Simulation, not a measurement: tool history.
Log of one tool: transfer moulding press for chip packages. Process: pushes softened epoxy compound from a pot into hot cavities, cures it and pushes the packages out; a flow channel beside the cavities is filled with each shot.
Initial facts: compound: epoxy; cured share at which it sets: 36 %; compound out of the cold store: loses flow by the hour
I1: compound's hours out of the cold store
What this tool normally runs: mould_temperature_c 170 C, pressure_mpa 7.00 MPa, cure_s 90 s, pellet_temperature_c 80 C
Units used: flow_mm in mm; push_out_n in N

{"run": 1, "hour": 0.0, "mould_temperature_c": 170, "pressure_mpa": 7.0, "cure_s": 90, "pellet_temperature_c": 80, "I1": 38.0, "flow_mm": 739, "push_out_n": 290}
{"run": 2, "hour": 31.7, "mould_temperature_c": 170, "pressure_mpa": 8.74, "cure_s": 90, "pellet_temperature_c": 80, "I1": 24.5, "flow_mm": 882, "push_out_n": 431}
{"hour": 38.2, "done": "cavities cleaned with cleaning compound and waxed"}
{"run": 3, "hour": 72.7, "mould_temperature_c": 170, "pressure_mpa": 8.74, "cure_s": 90, "pellet_temperature_c": 80, "I1": 41.9, "flow_mm": 804, "push_out_n": 438}
{"hour": 84.2, "done": "cavities cleaned with cleaning compound and waxed"}
{"hour": 92.3, "done": "plunger's sealing rings changed"}
{"run": 4, "hour": 119.8, "mould_temperature_c": 170, "pressure_mpa": 7.0, "cure_s": 90, "pellet_temperature_c": 80, "I1": 40.8, "flow_mm": 741, "push_out_n": 407}
{"hour": 129.5, "done": "cavities cleaned with cleaning compound and waxed"}
{"hour": 174.7, "done": "cavities cleaned with cleaning compound and waxed"}
{"run": 5, "hour": 185.4, "mould_temperature_c": 170, "pressure_mpa": 7.0, "cure_s": 90, "pellet_temperature_c": 80, "I1": 33.9, "flow_mm": 764, "push_out_n": 341}
{"hour": 216.8, "done": "cavities cleaned with cleaning compound and waxed"}
{"run": 6, "hour": 225.4, "mould_temperature_c": 170, "pressure_mpa": 7.0, "cure_s": 90, "pellet_temperature_c": 80, "I1": 13.8, "flow_mm": 840, "push_out_n": 334}
{"hour": 259.6, "done": "cavities cleaned with cleaning compound and waxed"}
{"run": 7, "hour": 279.8, "mould_temperature_c": 170, "pressure_mpa": 7.0, "cure_s": 90, "pellet_temperature_c": 87, "I1": 38.5, "flow_mm": 733, "push_out_n": 378}
{"hour": 303.4, "done": "cavities cleaned with cleaning compound and waxed"}
{"hour": 346.8, "done": "cavities cleaned with cleaning compound and waxed"}
{"run": 8, "hour": 346.8, "mould_temperature_c": 170, "pressure_mpa": 7.0, "cure_s": 90, "pellet_temperature_c": 87, "I1": 32.9, "flow_mm": 748, "push_out_n": 247}
{"hour": 358.4, "done": "plunger's sealing rings changed"}
{"run": 9, "hour": 385.9, "mould_temperature_c": 170, "pressure_mpa": 7.0, "cure_s": 90, "pellet_temperature_c": 87, "I1": 11.2, "flow_mm": 855, "push_out_n": 451}
{"hour": 395.5, "done": "cavities cleaned with cleaning compound and waxed"}
{"hour": 401.2, "done": "cavities cleaned with cleaning compound and waxed, once more"}
{"run": 10, "hour": 441.2, "mould_temperature_c": 170, "pressure_mpa": 7.0, "cure_s": 90, "pellet_temperature_c": 87, "I1": 20.4, "flow_mm": 818, "push_out_n": 425}
{"hour": 447.6, "done": "cavities cleaned with cleaning compound and waxed"}
{"run": 11, "hour": 473.3, "mould_temperature_c": 170, "pressure_mpa": 7.0, "cure_s": 90, "pellet_temperature_c": 80, "I1": 43.6, "flow_mm": 723, "push_out_n": 409}
{"hour": 493.5, "done": "cavities cleaned with cleaning compound and waxed"}
{"hour": 538.2, "done": "cavities cleaned with cleaning compound and waxed"}
{"run": 12, "hour": 538.3, "mould_temperature_c": 170, "pressure_mpa": 7.0, "cure_s": 90, "pellet_temperature_c": 80, "I1": 29.3, "flow_mm": 771, "push_out_n": 260}
{"hour": 580.8, "done": "cavities cleaned with cleaning compound and waxed"}
{"run": 13, "hour": 593.0, "mould_temperature_c": 170, "pressure_mpa": 7.0, "cure_s": 90, "pellet_temperature_c": 80, "I1": 27.6, "flow_mm": 770, "push_out_n": 348}
{"hour": 623.6, "done": "plunger's sealing rings changed"}
{"hour": 629.3, "done": "cavities cleaned with cleaning compound and waxed"}
{"run": 14, "hour": 660.7, "mould_temperature_c": 170, "pressure_mpa": 7.0, "cure_s": 90, "pellet_temperature_c": 80, "I1": 42.7, "flow_mm": 732, "push_out_n": 403}
{"hour": 674.1, "done": "cavities cleaned with cleaning compound and waxed"}
{"hour": 695.0, "done": "mould's thermocouples calibrated"}
{"run": 15, "hour": 710.5, "mould_temperature_c": 175, "pressure_mpa": 5.4, "cure_s": 97, "pellet_temperature_c": 80, "I1": 10.7, "flow_mm": 753, "push_out_n": 348}
{"hour": 721.0, "done": "cavities cleaned with cleaning compound and waxed"}
{"hour": 766.0, "done": "cavities cleaned with cleaning compound and waxed"}
{"run": 16, "hour": 771.2, "mould_temperature_c": 175, "pressure_mpa": 5.4, "cure_s": 97, "pellet_temperature_c": 80, "I1": 38.6, "flow_mm": 644, "push_out_n": 249}
{"hour": 811.6, "done": "cavities cleaned with cleaning compound and waxed"}
{"run": 17, "hour": 827.3, "mould_temperature_c": 175, "pressure_mpa": 5.4, "cure_s": 97, "pellet_temperature_c": 80, "I1": 46.2, "flow_mm": 616, "push_out_n": 294}
{"hour": 856.7, "done": "cavities cleaned with cleaning compound and waxed"}
{"run": 18, "hour": 874.8, "mould_temperature_c": 175, "pressure_mpa": 5.4, "cure_s": 97, "pellet_temperature_c": 80, "I1": 21.1, "flow_mm": 696, "push_out_n": 312}
{"hour": 892.8, "done": "plunger's sealing rings changed"}
{"hour": 902.3, "done": "cavities cleaned with cleaning compound and waxed"}
{"run": 19, "hour": 934.1, "mould_temperature_c": 177, "pressure_mpa": 8.54, "cure_s": 102, "pellet_temperature_c": 75, "I1": 33.9, "flow_mm": 829, "push_out_n": 359}
{"hour": 948.7, "done": "cavities cleaned with cleaning compound and waxed"}
{"hour": 992.4, "done": "cavities cleaned with cleaning compound and waxed"}
{"run": 20, "hour": 996.2, "mould_temperature_c": 177, "pressure_mpa": 8.54, "cure_s": 102, "pellet_temperature_c": 75, "I1": 26.8, "flow_mm": 859, "push_out_n": 241}
{"hour": 1035.3, "done": "cavities cleaned with cleaning compound and waxed"}
{"run": 21, "hour": 1043.3, "mould_temperature_c": 178, "pressure_mpa": 7.0, "cure_s": 71, "pellet_temperature_c": 79, "I1": 17.2, "flow_mm": 811, "push_out_n": 355}
{"hour": 1078.8, "done": "cavities cleaned with cleaning compound and waxed"}
{"run": 22, "hour": 1087.7, "mould_temperature_c": 173, "pressure_mpa": 7.0, "cure_s": 90, "pellet_temperature_c": 82, "I1": 32.7, "flow_mm": 754, "push_out_n": 294}
{"hour": 1123.0, "done": "cavities cleaned with cleaning compound and waxed"}
{"run": 23, "hour": 1147.6, "mould_temperature_c": 173, "pressure_mpa": 7.0, "cure_s": 90, "pellet_temperature_c": 82, "I1": 24.7, "flow_mm": 776, "push_out_n": 365}
{"hour": 1157.8, "done": "plunger's sealing rings changed"}
{"hour": 1167.8, "done": "cavities cleaned with cleaning compound and waxed"}
{"run": 24, "hour": 1179.1, "mould_temperature_c": 171, "pressure_mpa": 7.0, "cure_s": 90, "pellet_temperature_c": 75, "I1": 33.4, "flow_mm": 768, "push_out_n": 328}
{"run": 25, "hour": 1207.0, "mould_temperature_c": 165, "pressure_mpa": 7.0, "cure_s": 90, "pellet_temperature_c": 75, "I1": 18.7, "flow_mm": 840, "push_out_n": 587}

Hidden state or all else? Some run-to-run changes of flow_mm, split into what the settings, what came in and random variation would give without the hidden state, and what is left for the hidden state (with any gauge scatter that isn't in both results):
The tool's hidden condition here consists of: true mould temperature over the reading, C; pressure that reaches the compound, % of what is set; grip of the stained cavities, % over clean ones'; drift of the gauge itself on flow_mm, %; drift of the gauge itself on push_out_n, %.
Run 1 -> 2: pressure_mpa 7.00 -> 8.74. flow_mm +143 mm: hidden state -7, all else +150.
Run 3 -> 4: pressure_mpa 8.74 -> 7.00, cavities cleaned with cleaning compound and waxed, plunger's sealing rings changed. flow_mm -63 mm: hidden state +23, all else -86.
Run 13 -> 14: plunger's sealing rings changed, cavities cleaned with cleaning compound and waxed. flow_mm -38 mm: hidden state +22, all else -60.
Run 18 -> 19: mould_temperature_c 175 -> 177, pressure_mpa 5.40 -> 8.54, cure_s 97 -> 102, pellet_temperature_c 80 -> 75, plunger's sealing rings changed, cavities cleaned with cleaning compound and waxed. flow_mm +133 mm: hidden state +16, all else +117.
